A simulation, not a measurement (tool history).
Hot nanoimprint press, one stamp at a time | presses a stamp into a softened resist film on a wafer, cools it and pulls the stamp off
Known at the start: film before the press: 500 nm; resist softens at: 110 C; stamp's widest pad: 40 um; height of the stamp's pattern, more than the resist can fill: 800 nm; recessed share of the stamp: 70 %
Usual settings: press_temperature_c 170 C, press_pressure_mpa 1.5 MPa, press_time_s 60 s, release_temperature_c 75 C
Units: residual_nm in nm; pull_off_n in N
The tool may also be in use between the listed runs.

{"run": 1, "hour": 0.0, "press_temperature_c": 170, "press_pressure_mpa": 1.5, "press_time_s": 60, "release_temperature_c": 75, "residual_nm": 279.8, "pull_off_n": 266}
{"run": 2, "hour": 9.1, "press_temperature_c": 170, "press_pressure_mpa": 1.02, "press_time_s": 60, "release_temperature_c": 75, "residual_nm": 332.4, "pull_off_n": 259}
{"run": 3, "hour": 14.1, "press_temperature_c": 170, "press_pressure_mpa": 1.5, "press_time_s": 60, "release_temperature_c": 75, "residual_nm": 278.1, "pull_off_n": 270}
{"run": 4, "hour": 24.6, "press_temperature_c": 170, "press_pressure_mpa": 1.09, "press_time_s": 60, "release_temperature_c": 75, "residual_nm": 324.9, "pull_off_n": 261}
{"run": 5, "hour": 31.0, "press_temperature_c": 170, "press_pressure_mpa": 1.09, "press_time_s": 60, "release_temperature_c": 75, "residual_nm": 324.7, "pull_off_n": 272}
{"run": 6, "hour": 41.1, "press_temperature_c": 170, "press_pressure_mpa": 1.09, "press_time_s": 60, "release_temperature_c": 75, "residual_nm": 323.3, "pull_off_n": 266}
{"run": 7, "hour": 46.9, "press_temperature_c": 170, "press_pressure_mpa": 1.09, "press_time_s": 60, "release_temperature_c": 75, "residual_nm": 326.1, "pull_off_n": 269}
{"run": 8, "hour": 54.2, "press_temperature_c": 170, "press_pressure_mpa": 1.09, "press_time_s": 60, "release_temperature_c": 75, "residual_nm": 324.1, "pull_off_n": 272}
{"run": 9, "hour": 61.3, "press_temperature_c": 170, "press_pressure_mpa": 1.09, "press_time_s": 60, "release_temperature_c": 75, "residual_nm": 327.6, "pull_off_n": 272}
{"run": 10, "hour": 71.7, "press_temperature_c": 170, "press_pressure_mpa": 1.09, "press_time_s": 60, "release_temperature_c": 82, "residual_nm": 329.4, "pull_off_n": 260}
{"run": 11, "hour": 77.6, "press_temperature_c": 170, "press_pressure_mpa": 1.06, "press_time_s": 60, "release_temperature_c": 82, "residual_nm": 329.7, "pull_off_n": 261}
{"run": 12, "hour": 86.3, "press_temperature_c": 170, "press_pressure_mpa": 1.06, "press_time_s": 60, "release_temperature_c": 82, "residual_nm": 331.9, "pull_off_n": 265}
{"run": 13, "hour": 91.6, "press_temperature_c": 170, "press_pressure_mpa": 1.5, "press_time_s": 60, "release_temperature_c": 75, "residual_nm": 284.9, "pull_off_n": 289}
{"run": 14, "hour": 98.3, "press_temperature_c": 170, "press_pressure_mpa": 1.5, "press_time_s": 60, "release_temperature_c": 75, "residual_nm": 281.8, "pull_off_n": 272}
{"run": 15, "hour": 108.7, "press_temperature_c": 170, "press_pressure_mpa": 1.14, "press_time_s": 60, "release_temperature_c": 75, "residual_nm": 325.9, "pull_off_n": 279}
{"run": 16, "hour": 116.2, "press_temperature_c": 170, "press_pressure_mpa": 1.24, "press_time_s": 55, "release_temperature_c": 75, "residual_nm": 318.4, "pull_off_n": 284}
{"run": 17, "hour": 125.2, "press_temperature_c": 166, "press_pressure_mpa": 0.99, "press_time_s": 60, "release_temperature_c": 82, "residual_nm": 396.5, "pull_off_n": 272}
{"run": 18, "hour": 131.0, "press_temperature_c": 176, "press_pressure_mpa": 2.06, "press_time_s": 60, "release_temperature_c": 79, "residual_nm": 172.7, "pull_off_n": 288}
{"run": 19, "hour": 140.7, "press_temperature_c": 181, "press_pressure_mpa": 2.2, "press_time_s": 83, "release_temperature_c": 70, "residual_nm": 113.8, "pull_off_n": 296}
{"run": 20, "hour": 148.6, "press_temperature_c": 170, "press_pressure_mpa": 0.97, "press_time_s": 46, "release_temperature_c": 79, "residual_nm": 366.7, "pull_off_n": 278}
{"hour": 155.0, "done": "plate thermocouple calibrated"}
{"run": 21, "hour": 158.8, "press_temperature_c": 170, "press_pressure_mpa": 0.91, "press_time_s": 32, "release_temperature_c": 79, "residual_nm": 379.7, "pull_off_n": 275}
{"run": 22, "hour": 163.2, "press_temperature_c": 170, "press_pressure_mpa": 0.91, "press_time_s": 58, "release_temperature_c": 79, "residual_nm": 333.5, "pull_off_n": 285}
{"run": 23, "hour": 167.5, "press_temperature_c": 170, "press_pressure_mpa": 1.5, "press_time_s": 86, "release_temperature_c": 79, "residual_nm": 234.1, "pull_off_n": 282}
{"run": 24, "hour": 173.9, "press_temperature_c": 170, "press_pressure_mpa": 1.5, "press_time_s": 101, "release_temperature_c": 79, "residual_nm": 223.8, "pull_off_n": 278}
{"run": 25, "hour": 181.3, "press_temperature_c": 170, "press_pressure_mpa": 1.4, "press_time_s": 60, "release_temperature_c": 75, "residual_nm": 274.2, "pull_off_n": 287}
{"run": 26, "hour": 190.1, "press_temperature_c": 170, "press_pressure_mpa": 1.95, "press_time_s": 60, "release_temperature_c": 75, "residual_nm": 229.2, "pull_off_n": 292}
{"run": 27, "hour": 196.1, "press_temperature_c": 170, "press_pressure_mpa": 1.95, "press_time_s": 60, "release_temperature_c": 75, "residual_nm": 229.3, "pull_off_n": 288}
{"run": 28, "hour": 200.6, "press_temperature_c": 170, "press_pressure_mpa": 2.12, "press_time_s": 60, "release_temperature_c": 69, "residual_nm": 219.2, "pull_off_n": 305}
{"run": 29, "hour": 210.4, "press_temperature_c": 159, "press_pressure_mpa": 2.12, "press_time_s": 62, "release_temperature_c": 66, "residual_nm": 377.9, "pull_off_n": 321}

Measured less the same run without the tool's hidden state. The same run-to-run variation is in both; the gauge's scatter may not be:
The hidden state here: true temperature over the reading, C; pressure that arrives at the usual setting, %; grip of the stamp's worn release coat, % over a new coat's; drift of the gauge itself on residual_nm, %; drift of the gauge itself on pull_off_n, %.
run=1 residual_nm=+15.8 pull_off_n=+35
run=2 residual_nm=+16.2 pull_off_n=+36
run=3 residual_nm=+16.4 pull_off_n=+38
run=4 residual_nm=+17.1 pull_off_n=+39
run=5 residual_nm=+17.4 pull_off_n=+41
run=6 residual_nm=+17.8 pull_off_n=+41
run=7 residual_nm=+18.2 pull_off_n=+42
run=8 residual_nm=+18.4 pull_off_n=+44
run=9 residual_nm=+19 pull_off_n=+45
run=10 residual_nm=+19.5 pull_off_n=+44
run=11 residual_nm=+19.5 pull_off_n=+46
run=12 residual_nm=+20.1 pull_off_n=+47
run=13 residual_nm=+20.4 pull_off_n=+52
run=14 residual_nm=+20.6 pull_off_n=+50
run=15 residual_nm=+21.6 pull_off_n=+53
run=16 residual_nm=+21.9 pull_off_n=+54
run=17 residual_nm=+20.1 pull_off_n=+54
run=18 residual_nm=+14.9 pull_off_n=+58
run=19 residual_nm=+9.9 pull_off_n=+61
run=20 residual_nm=+22 pull_off_n=+58
run=21 residual_nm=-0.9 pull_off_n=+56
run=22 residual_nm=-0.7 pull_off_n=+58
run=23 residual_nm=+0 pull_off_n=+58
run=24 residual_nm=+0.3 pull_off_n=+58
run=25 residual_nm=+0.6 pull_off_n=+61
run=26 residual_nm=+1.4 pull_off_n=+64
run=27 residual_nm=+1.7 pull_off_n=+63
run=28 residual_nm=+2 pull_off_n=+67
run=29 residual_nm=+2.7 pull_off_n=+72
